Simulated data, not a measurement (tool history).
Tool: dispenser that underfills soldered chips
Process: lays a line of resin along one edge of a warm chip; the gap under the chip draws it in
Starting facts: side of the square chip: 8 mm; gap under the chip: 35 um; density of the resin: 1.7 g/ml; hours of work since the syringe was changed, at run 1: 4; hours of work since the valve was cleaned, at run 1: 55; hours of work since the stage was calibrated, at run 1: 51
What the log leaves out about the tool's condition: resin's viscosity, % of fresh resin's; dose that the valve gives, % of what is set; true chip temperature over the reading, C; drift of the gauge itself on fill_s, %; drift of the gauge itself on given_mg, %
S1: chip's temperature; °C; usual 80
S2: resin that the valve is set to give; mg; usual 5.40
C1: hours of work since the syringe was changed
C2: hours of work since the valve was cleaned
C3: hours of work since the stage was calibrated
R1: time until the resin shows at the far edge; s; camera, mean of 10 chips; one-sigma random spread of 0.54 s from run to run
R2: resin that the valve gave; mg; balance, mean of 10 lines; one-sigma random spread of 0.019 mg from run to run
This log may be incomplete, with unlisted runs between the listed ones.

{"run": 1, "hour": 0.0, "S1": 80, "S2": 5.4, "C1": 4, "C2": 55, "C3": 51, "R1": 59.5, "R2": 5.27}
{"hour": 5.3, "done": "new syringe of resin"}
{"run": 2, "hour": 7.0, "S1": 67, "S2": 5.4, "C1": 1, "C2": 59, "C3": 56, "R1": 96.4, "R2": 5.27}
{"run": 3, "hour": 11.5, "S1": 67, "S2": 5.4, "C1": 4, "C2": 63, "C3": 59, "R1": 121.9, "R2": 5.27}
{"hour": 15.8, "done": "new syringe of resin"}
{"run": 4, "hour": 15.8, "S1": 80, "S2": 5.4, "C1": 0, "C2": 66, "C3": 62, "R1": 44.3, "R2": 5.26}
{"run": 5, "hour": 21.9, "S1": 80, "S2": 4.85, "C1": 4, "C2": 70, "C3": 66, "R1": 66.2, "R2": 4.71}
{"hour": 26.3, "done": "new syringe of resin"}
{"run": 6, "hour": 27.8, "S1": 80, "S2": 4.85, "C1": 1, "C2": 74, "C3": 70, "R1": 51.8, "R2": 4.67}
{"run": 7, "hour": 33.0, "S1": 94, "S2": 5.4, "C1": 5, "C2": 78, "C3": 74, "R1": 34.9, "R2": 5.25}
{"hour": 37.0, "done": "new syringe of resin"}
{"run": 8, "hour": 38.9, "S1": 94, "S2": 5.4, "C1": 1, "C2": 82, "C3": 78, "R1": 27.0, "R2": 5.2}
{"run": 9, "hour": 42.7, "S1": 90, "S2": 5.4, "C1": 4, "C2": 84, "C3": 81, "R1": 38.7, "R2": 5.19}
{"run": 10, "hour": 45.4, "S1": 90, "S2": 5.4, "C1": 6, "C2": 86, "C3": 83, "R1": 44.4, "R2": 5.2}
{"hour": 47.3, "done": "new syringe of resin"}
{"run": 11, "hour": 51.9, "S1": 73, "S2": 5.4, "C1": 3, "C2": 91, "C3": 87, "R1": 80.7, "R2": 5.2}
{"hour": 57.7, "done": "new syringe of resin"}
{"run": 12, "hour": 58.9, "S1": 73, "S2": 5.4, "C1": 1, "C2": 96, "C3": 92, "R1": 68.5, "R2": 5.18}
{"run": 13, "hour": 62.8, "S1": 73, "S2": 5.4, "C1": 4, "C2": 98, "C3": 95, "R1": 85.4, "R2": 5.17}
{"run": 14, "hour": 65.9, "S1": 73, "S2": 5.4, "C1": 6, "C2": 100, "C3": 97, "R1": 100.5, "R2": 5.17}
{"hour": 68.3, "done": "new syringe of resin"}
{"run": 15, "hour": 69.3, "S1": 73, "S2": 5.4, "C1": 1, "C2": 103, "C3": 99, "R1": 67.3, "R2": 5.2}
{"run": 16, "hour": 74.7, "S1": 80, "S2": 5.4, "C1": 5, "C2": 107, "C3": 103, "R1": 63.8, "R2": 5.16}
{"run": 17, "hour": 77.4, "S1": 73, "S2": 5.4, "C1": 7, "C2": 109, "C3": 105, "R1": 104.3, "R2": 5.17}
{"hour": 78.8, "done": "new syringe of resin"}
{"run": 18, "hour": 80.5, "S1": 83, "S2": 5.4, "C1": 1, "C2": 110, "C3": 107, "R1": 44.5, "R2": 5.14}
{"run": 19, "hour": 84.4, "S1": 73, "S2": 6.8, "C1": 4, "C2": 113, "C3": 110, "R1": 85.5, "R2": 6.48}
{"run": 20, "hour": 88.2, "S1": 73, "S2": 6.8, "C1": 7, "C2": 116, "C3": 112, "R1": 105.7, "R2": 6.46}
{"hour": 89.1, "done": "new syringe of resin"}
{"run": 21, "hour": 92.1, "S1": 77, "S2": 5.78, "C1": 2, "C2": 119, "C3": 115, "R1": 63.4, "R2": 5.5}
{"run": 22, "hour": 97.3, "S1": 94, "S2": 4.77, "C1": 6, "C2": 122, "C3": 119, "R1": 41.0, "R2": 4.58}
{"hour": 99.5, "done": "new syringe of resin"}
{"run": 23, "hour": 103.3, "S1": 77, "S2": 5.4, "C1": 3, "C2": 126, "C3": 123, "R1": 65.9, "R2": 5.13}
{"hour": 105.7, "done": "dispensing valve cleaned and set on the balance"}
{"run": 24, "hour": 110.2, "S1": 77, "S2": 5.4, "C1": 7, "C2": 3, "C3": 127, "R1": 89.2, "R2": 5.4}
{"hour": 111.1, "done": "new syringe of resin"}
{"run": 25, "hour": 116.7, "S1": 81, "S2": 7.0, "C1": 4, "C2": 8, "C3": 131, "R1": 57.0, "R2": 6.98}
{"hour": 121.6, "done": "new syringe of resin"}
{"run": 26, "hour": 123.5, "S1": 87, "S2": 5.56, "C1": 1, "C2": 12, "C3": 136, "R1": 36.5, "R2": 5.52}
{"run": 27, "hour": 129.8, "S1": 87, "S2": 5.56, "C1": 6, "C2": 17, "C3": 141, "R1": 51.6, "R2": 5.58}
{"hour": 132.5, "done": "new syringe of resin"}
{"run": 28, "hour": 133.9, "S1": 92, "S2": 5.21, "C1": 1, "C2": 19, "C3": 143, "R1": 28.9, "R2": 5.17}
{"run": 29, "hour": 138.1, "S1": 78, "S2": 5.4, "C1": 4, "C2": 23, "C3": 146, "R1": 67.7, "R2": 5.36}
{"hour": 142.9, "done": "new syringe of resin"}
{"run": 30, "hour": 145.0, "S1": 78, "S2": 5.4, "C1": 1, "C2": 27, "C3": 151, "R1": 57.9, "R2": 5.35}
{"run": 31, "hour": 150.9, "S1": 79, "S2": 4.94, "C1": 6, "C2": 31, "C3": 155, "R1": 78.3, "R2": 4.87}
{"hour": 153.4, "done": "new syringe of resin"}
{"run": 32, "hour": 156.1, "S1": 93, "S2": 5.4, "C1": 2, "C2": 35, "C3": 159, "R1": 30.3, "R2": 5.32}
{"run": 33, "hour": 159.8, "S1": 93, "S2": 5.4, "C1": 5, "C2": 38, "C3": 161, "R1": 36.7, "R2": 5.35}
{"hour": 163.7, "done": "new syringe of resin"}
{"run": 34, "hour": 166.6, "S1": 93, "S2": 5.4, "C1": 2, "C2": 42, "C3": 166, "R1": 30.3, "R2": 5.33}
{"run": 35, "hour": 173.3, "S1": 91, "S2": 5.4, "C1": 7, "C2": 47, "C3": 171, "R1": 48.4, "R2": 5.32}

Some steps in R1 between neighbouring runs. How much of each would the tool show without its hidden state too (settings, what came in, random variation), and how much is left for the hidden state, with any gauge scatter that isn't in both results?
Run 3 -> 4: S1 67 -> 80, new syringe of resin. R1 -77.6 s: hidden state -35.6, all else -42.0.
Run 14 -> 15: new syringe of resin. R1 -33.2 s: hidden state -32.7, all else -0.5.
Run 17 -> 18: S1 73 -> 83, new syringe of resin. R1 -59.8 s: hidden state -35.7, all else -24.1.
Run 31 -> 32: S1 79 -> 93, S2 4.94 -> 5.40, new syringe of resin. R1 -48.0 s: hidden state -24.3, all else -23.7.
